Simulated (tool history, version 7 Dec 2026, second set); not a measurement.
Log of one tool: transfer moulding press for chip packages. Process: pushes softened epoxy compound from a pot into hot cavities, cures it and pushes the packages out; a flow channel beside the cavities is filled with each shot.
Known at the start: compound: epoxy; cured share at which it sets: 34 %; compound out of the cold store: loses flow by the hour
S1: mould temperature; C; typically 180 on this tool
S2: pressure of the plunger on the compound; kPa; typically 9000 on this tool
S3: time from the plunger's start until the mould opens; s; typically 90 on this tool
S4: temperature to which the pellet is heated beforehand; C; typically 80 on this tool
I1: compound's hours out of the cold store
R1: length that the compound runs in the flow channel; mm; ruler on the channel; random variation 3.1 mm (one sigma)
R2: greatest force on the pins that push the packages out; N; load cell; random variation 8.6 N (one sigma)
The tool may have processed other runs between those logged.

run   hour   S1     S2  S3  S4    I1   R1   R2
  1      0  180   9000  90  80  26.7  862  341
  2   28.5  180   9000  90  80  17.5  880  451
      38.5  -- plunger's sealing rings changed
  3   58.9  180   9000  90  80  31.9  877  487
      65.6  -- cavities cleaned with cleaning compound and waxed
  4  116.6  180   9000  90  88  11.2  931  488
     122.1  -- mould's thermocouples calibrated
     131.3  -- cavities cleaned with cleaning compound and waxed
  5  158.1  180   9000  90  88  28.5  883  437
     193.4  -- cavities cleaned with cleaning compound and waxed
  6    198  180   9000  90  75    44  836  397
  7  244.7  180   9000  90  75   9.8  928  543
     257.7  -- cavities cleaned with cleaning compound and waxed
  8  286.8  180   9000  90  75  37.6  851  460
     317.6  -- cavities cleaned with cleaning compound and waxed
  9  323.9  180   9000  90  80  21.7  891  418
 10  349.9  180   7270  90  80  29.1  780  480
     377.4  -- cavities cleaned with cleaning compound and waxed
 11  380.3  180   9000  90  80  43.5  822  384
 12  423.5  180   7520  90  80  30.8  778  500
       440  -- cavities cleaned with cleaning compound and waxed
     465.7  -- plunger's sealing rings changed
 13  478.7  172   9000  90  80  39.8  892  772
     502.1  -- cavities cleaned with cleaning compound and waxed
 14  524.5  185  10980  90  87  29.5  962  355
       564  -- cavities cleaned with cleaning compound and waxed
 15  580.9  177   7570  90  87  39.8  791  497
 16  610.9  177   7570  90  87  26.8  824  561
     625.1  -- cavities cleaned with cleaning compound and waxed
 17  668.4  187   7210  89  87  31.9  750  354
     687.7  -- cavities cleaned with cleaning compound and waxed
 18    699  180   7820  90  87  12.7  851  406
 19  741.9  180   7820  90  87  31.9  795  481
     750.3  -- cavities cleaned with cleaning compound and waxed
 20  801.2  180   8780  90  73  23.6  860  498
     813.6  -- cavities cleaned with cleaning compound and waxed
 21  835.2  175   8720  93  74  18.9  890  577

Branching from run 21: 4 alternative next runs. What would each branch give?
     875.5  -- cavities cleaned with cleaning compound and waxed
  A  879.5  180  9000  90  77  45.4   ?   ?
     875.5  -- cavities cleaned with cleaning compound and waxed
  B  879.5  184  9000  90  90  41.4   ?   ?
     875.5  -- cavities cleaned with cleaning compound and waxed
  C  879.5  175  8720  93  82  29.3   ?   ?
     875.5  -- cavities cleaned with cleaning compound and waxed
  D  879.5  180  9000  90  88  12.3   ?   ?

run   R1   R2
  A  807  362
  B  807  293
  C  859  501
  D  897  378
With the hidden condition removed and each run's random variation left untouched, the same runs would have given:
run   R1   R2
  A  847  356
  B  847  283
  C  902  498
  D  941  372

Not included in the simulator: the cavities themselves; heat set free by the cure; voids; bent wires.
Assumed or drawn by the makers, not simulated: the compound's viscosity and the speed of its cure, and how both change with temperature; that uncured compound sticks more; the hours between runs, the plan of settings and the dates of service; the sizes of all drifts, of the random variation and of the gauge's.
